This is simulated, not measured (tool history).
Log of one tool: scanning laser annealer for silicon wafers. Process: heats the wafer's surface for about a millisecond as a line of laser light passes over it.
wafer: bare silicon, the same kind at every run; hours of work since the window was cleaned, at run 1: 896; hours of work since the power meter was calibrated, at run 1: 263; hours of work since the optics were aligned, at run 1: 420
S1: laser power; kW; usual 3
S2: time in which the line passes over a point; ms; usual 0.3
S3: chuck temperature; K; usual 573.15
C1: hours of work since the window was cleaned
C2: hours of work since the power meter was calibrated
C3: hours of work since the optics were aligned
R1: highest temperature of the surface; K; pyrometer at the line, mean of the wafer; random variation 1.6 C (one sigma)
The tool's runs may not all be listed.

run 1 hour=0 | S1=3 S2=0.3 S3=573.15 | C1=896 C2=263 C3=420 | R1=1330.15
-- hour=42.5 window over the wafer cleaned
run 2 hour=83.1 | S1=3 S2=0.231 S3=573.15 | C1=29 C2=321 C3=478 | R1=1242.15
run 3 hour=155.1 | S1=3 S2=0.231 S3=573.15 | C1=80 C2=372 C3=529 | R1=1240.15
run 4 hour=197.2 | S1=3 S2=0.231 S3=573.15 | C1=110 C2=402 C3=559 | R1=1238.15
run 5 hour=250.7 | S1=3 S2=0.3 S3=573.15 | C1=148 C2=440 C3=597 | R1=1348.15
run 6 hour=291.2 | S1=3 S2=0.3 S3=573.15 | C1=177 C2=469 C3=626 | R1=1342.15
run 7 hour=327.8 | S1=3 S2=0.38 S3=573.15 | C1=204 C2=495 C3=652 | R1=1459.15
run 8 hour=408.9 | S1=3 S2=0.38 S3=573.15 | C1=261 C2=553 C3=710 | R1=1458.15
run 9 hour=458 | S1=3.077 S2=0.3 S3=573.15 | C1=296 C2=588 C3=745 | R1=1365.15
run 10 hour=531.3 | S1=3 S2=0.3 S3=573.15 | C1=349 C2=641 C3=798 | R1=1342.15
run 11 hour=587.7 | S1=3 S2=0.3 S3=544.15 | C1=389 C2=681 C3=838 | R1=1307.15
run 12 hour=663.4 | S1=3.152 S2=0.3 S3=573.15 | C1=443 C2=735 C3=892 | R1=1381.15
run 13 hour=745.7 | S1=3 S2=0.3 S3=537.15 | C1=502 C2=794 C3=951 | R1=1295.15
run 14 hour=781.3 | S1=3 S2=0.314 S3=537.15 | C1=527 C2=819 C3=976 | R1=1318.15
run 15 hour=827.3 | S1=3.018 S2=0.3 S3=573.15 | C1=560 C2=852 C3=1009 | R1=1337.15
run 16 hour=900.5 | S1=3.018 S2=0.3 S3=573.15 | C1=612 C2=904 C3=1061 | R1=1333.15
run 17 hour=935.2 | S1=3 S2=0.3 S3=538.15 | C1=637 C2=929 C3=1086 | R1=1292.15
-- hour=1012.5 optics aligned, line set to its width
run 18 hour=1014.2 | S1=3 S2=0.3 S3=573.15 | C1=690 C2=981 C3=1 | R1=1324.15
run 19 hour=1079 | S1=3 S2=0.3 S3=573.15 | C1=736 C2=1028 C3=47 | R1=1319.15
run 20 hour=1116.4 | S1=3.277 S2=0.3 S3=573.15 | C1=763 C2=1054 C3=74 | R1=1395.15
run 21 hour=1174.9 | S1=3.277 S2=0.3 S3=573.15 | C1=804 C2=1096 C3=116 | R1=1395.15
run 22 hour=1214.2 | S1=2.986 S2=0.243 S3=589.15 | C1=832 C2=1124 C3=144 | R1=1242.15
run 23 hour=1294.3 | S1=2.986 S2=0.243 S3=589.15 | C1=889 C2=1181 C3=201 | R1=1239.15
-- hour=1318.8 optics aligned, line set to its width, once more
-- hour=1351.5 window over the wafer cleaned
run 24 hour=1362.3 | S1=2.889 S2=0.3 S3=589.15 | C1=8 C2=1225 C3=30 | R1=1344.15
run 25 hour=1408.1 | S1=2.889 S2=0.3 S3=589.15 | C1=40 C2=1258 C3=62 | R1=1343.15
run 26 hour=1456.1 | S1=2.889 S2=0.3 S3=589.15 | C1=75 C2=1292 C3=97 | R1=1341.15
run 27 hour=1507.4 | S1=3.043 S2=0.26 S3=535.15 | C1=111 C2=1328 C3=133 | R1=1267.15
run 28 hour=1563.7 | S1=2.984 S2=0.3 S3=573.15 | C1=151 C2=1369 C3=173 | R1=1353.15
run 29 hour=1617.8 | S1=2.984 S2=0.355 S3=573.15 | C1=190 C2=1407 C3=212 | R1=1428.15
run 30 hour=1669.1 | S1=2.984 S2=0.355 S3=573.15 | C1=227 C2=1444 C3=249 | R1=1428.15
run 31 hour=1744.1 | S1=2.837 S2=0.3 S3=544.15 | C1=280 C2=1497 C3=302 | R1=1275.15
run 32 hour=1822.7 | S1=2.837 S2=0.3 S3=544.15 | C1=336 C2=1553 C3=358 | R1=1270.15
run 33 hour=1859.2 | S1=3.197 S2=0.236 S3=573.15 | C1=362 C2=1579 C3=384 | R1=1296.15
run 34 hour=1920 | S1=3.197 S2=0.236 S3=573.15 | C1=406 C2=1623 C3=428 | R1=1295.15
run 35 hour=1976 | S1=2.871 S2=0.222 S3=563.15 | C1=446 C2=1663 C3=467 | R1=1178.15
run 36 hour=2024 | S1=3.077 S2=0.3 S3=573.15 | C1=480 C2=1697 C3=502 | R1=1364.15
run 37 hour=2090.4 | S1=3.077 S2=0.3 S3=573.15 | C1=527 C2=1744 C3=549 | R1=1363.15
run 38 hour=2143.7 | S1=2.738 S2=0.241 S3=575.15 | C1=565 C2=1782 C3=587 | R1=1183.15
run 39 hour=2206.4 | S1=2.738 S2=0.29 S3=570.15 | C1=610 C2=1827 C3=632 | R1=1247.15
run 40 hour=2239.5 | S1=2.738 S2=0.29 S3=570.15 | C1=634 C2=1851 C3=655 | R1=1247.15
run 41 hour=2296.2 | S1=2.738 S2=0.29 S3=570.15 | C1=674 C2=1891 C3=696 | R1=1244.15

Hidden state or all else? Some run-to-run changes of R1, split into what the settings, what came in and random variation would give without the hidden state, and what is left for the hidden state (with any gauge scatter that isn't in both results):
The hidden state here: light that passes the window, % of a clean one's; laser's true power over the reading, %; width of the line over the set one, %; drift of the gauge itself on peak_c, C.
Run 1 -> 2: S2 0.3 -> 0.231, window over the wafer cleaned. R1 -88 K: hidden state +24, all else -112.
Run 21 -> 22: S1 3.277 -> 2.986, S2 0.3 -> 0.243, S3 573.15 -> 589.15. R1 -153 K: hidden state +9, all else -162.
Run 23 -> 24: S1 2.986 -> 2.889, S2 0.243 -> 0.3, optics aligned, line set to its width, once more, window over the wafer cleaned. R1 +105 K: hidden state +40, all else +65.
Run 35 -> 36: S1 2.871 -> 3.077, S2 0.222 -> 0.3, S3 563.15 -> 573.15. R1 +186 K: hidden state -6, all else +192.
Run 37 -> 38: S1 3.077 -> 2.738, S2 0.3 -> 0.241, S3 573.15 -> 575.15. R1 -180 K: hidden state +3, all else -183.

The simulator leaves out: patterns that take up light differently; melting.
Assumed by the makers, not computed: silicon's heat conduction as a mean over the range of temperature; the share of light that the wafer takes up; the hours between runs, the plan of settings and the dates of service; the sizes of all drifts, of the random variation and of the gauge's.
